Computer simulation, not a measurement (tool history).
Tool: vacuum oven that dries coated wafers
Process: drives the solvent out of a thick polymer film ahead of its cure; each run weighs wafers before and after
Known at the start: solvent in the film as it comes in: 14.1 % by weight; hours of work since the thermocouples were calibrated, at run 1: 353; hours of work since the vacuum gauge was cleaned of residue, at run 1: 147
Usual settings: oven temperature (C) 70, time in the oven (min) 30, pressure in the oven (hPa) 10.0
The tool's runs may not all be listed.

run,day,oven temperature (C),time in the oven (min),pressure in the oven (hPa),hours of work since the thermocouples were calibrated,hours of work since the vacuum gauge was cleaned of residue,solvent left in the film (%)
1,0.000,70,30,10.0,353,147,1.45
2,0.438,70,30,10.0,360,153,1.44
3,1.025,70,30,10.0,368,162,1.41
4,1.308,70,30,10.0,372,166,1.41
5,1.929,70,30,7.6,382,175,1.19
6,2.271,70,30,7.6,387,180,1.21
7,2.904,70,30,11.0,396,189,1.56
8,3.321,70,30,11.0,402,195,1.52
9,3.892,70,30,10.0,410,204,1.42
10,4.500,70,30,10.0,419,213,1.46
11,4.862,70,30,10.0,425,218,1.44
12,5.312,70,30,10.0,431,225,1.44
13,5.688,70,24,10.0,437,230,1.80
14,6.021,62,17,7.8,442,235,3.97
15,6.321,78,41,7.9,446,239,0.68
16,6.942,73,30,10.0,455,249,1.15
17,7.358,73,30,10.0,461,255,1.19
18,7.942,69,29,9.0,470,263,1.47
19,8.567,70,21,28.0,479,272,3.80
20,8.996,66,45,6.4,485,279,0.97
21,9.638,66,45,6.4,495,288,1.00
22,10.071,66,19,7.6,501,295,2.82
23,10.417,70,22,13.3,506,300,2.23
24,10.679,67,17,10.0,510,303,3.13

4 ways to go on from here, each from the tool as it stands after run 24. What would each give?
A,10.983,74,45,7.4,515,308,?
B,10.983,67,20,14.2,515,308,?
C,10.983,59,51,33.5,515,308,?
D,10.983,62,30,27.6,515,308,?

run,solvent left in the film (%)
A,0.73
B,3.10
C,5.84
D,4.82
Without the tool's hidden state the same runs would have given:
run,solvent left in the film (%)
A,0.69
B,3.16
C,5.92
D,4.89
